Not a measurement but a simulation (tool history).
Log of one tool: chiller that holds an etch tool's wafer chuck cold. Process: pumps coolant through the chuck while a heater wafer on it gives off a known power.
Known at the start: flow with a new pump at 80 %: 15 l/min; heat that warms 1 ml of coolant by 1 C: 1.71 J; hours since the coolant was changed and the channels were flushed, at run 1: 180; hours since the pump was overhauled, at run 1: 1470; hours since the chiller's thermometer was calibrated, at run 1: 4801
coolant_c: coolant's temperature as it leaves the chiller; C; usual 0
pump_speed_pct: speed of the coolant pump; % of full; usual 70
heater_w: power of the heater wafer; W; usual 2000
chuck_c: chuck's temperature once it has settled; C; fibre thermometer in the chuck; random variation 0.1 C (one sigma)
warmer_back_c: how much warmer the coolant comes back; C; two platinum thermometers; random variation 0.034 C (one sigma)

run,hour,coolant_c,pump_speed_pct,heater_w,hours since the coolant was changed and the channels were flushed,hours since the pump was overhauled,hours since the chiller's thermometer was calibrated,chuck_c,warmer_back_c
1,0.0,0,70,2000,180,1470,4801,26.5,5.49
2,15.3,0,60,2000,195,1486,4816,30.9,6.57
3,37.2,0,70,2000,217,1508,4838,26.6,5.45
4,66.7,0,70,2000,246,1537,4868,26.6,5.50
5,84.3,6,70,2000,264,1555,4885,32.6,5.53
# hour 87.3: chiller's thermometer calibrated
6,105.9,0,70,2000,285,1575,19,26.7,5.51
7,132.6,-5,70,2000,311,1602,45,21.8,5.51

Forecast run 8:
8,145.9,3,64,2000,325,1615,59,?,?

Run 8 gave chuck_c 32.0 C, warmer_back_c 6.09 C.
Without the tool's hidden state the same run would have given chuck_c 31.6 C, warmer_back_c 6.00 C.

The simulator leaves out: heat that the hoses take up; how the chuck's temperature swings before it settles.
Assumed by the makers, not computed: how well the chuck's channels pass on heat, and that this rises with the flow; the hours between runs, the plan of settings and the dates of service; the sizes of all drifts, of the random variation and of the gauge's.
